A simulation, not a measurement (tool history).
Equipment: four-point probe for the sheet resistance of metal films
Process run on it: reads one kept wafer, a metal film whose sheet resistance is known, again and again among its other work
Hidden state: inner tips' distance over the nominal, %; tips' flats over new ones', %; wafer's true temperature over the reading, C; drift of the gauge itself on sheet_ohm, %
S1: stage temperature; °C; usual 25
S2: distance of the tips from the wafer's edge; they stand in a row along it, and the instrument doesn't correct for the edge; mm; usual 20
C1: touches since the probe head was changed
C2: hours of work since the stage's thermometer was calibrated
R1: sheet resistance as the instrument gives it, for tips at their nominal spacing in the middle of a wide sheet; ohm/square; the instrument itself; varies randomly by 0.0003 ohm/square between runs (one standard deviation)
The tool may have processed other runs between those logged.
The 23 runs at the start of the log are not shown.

run,hour,S1,S2,C1,C2,R1
24,342.2,25,6,16762,486,1.515831
25,353.8,33,20,17155,494,1.508635
26,371.3,18,73,17751,504,1.512790
27,389.4,21,5,18368,516,1.519595
28,404.5,25,4,18877,525,1.523580
29,418.7,25,4,19360,534,1.523492
30,435.1,27,16,19918,544,1.511394
31,449.4,27,16,20405,553,1.510994
32,463.8,26,9,20893,562,1.513074
33,482.5,22,7,21529,574,1.516128
34,499.6,22,7,22108,584,1.515964
35,512.8,22,7,22558,592,1.516412
36,525.0,28,8,22974,600,1.513367
37,544.3,28,8,23627,612,1.514128
38,563.0,31,6,24263,624,1.515881
39,583.3,25,8,24953,636,1.515296
40,598.1,28,21,25455,645,1.511186
41,609.3,25,54,25836,652,1.512020
42,625.2,31,3,26376,662,1.533124
43,640.9,31,3,26909,672,1.532447
44,656.1,31,3,27427,682,1.532619
45,673.5,19,9,28017,692,1.516226

What if the next run were any one of these 3? Each begins from the tool's condition after run 45:
A,694.7,23,4,28737,706,?
B,694.7,19,9,28737,706,?
C,694.7,31,15,28737,706,?

run,R1
A,1.525517
B,1.516398
C,1.511996
Without the tool's unlogged condition, the same runs would have read:
run,R1
A,1.518903
B,1.509828
C,1.505421
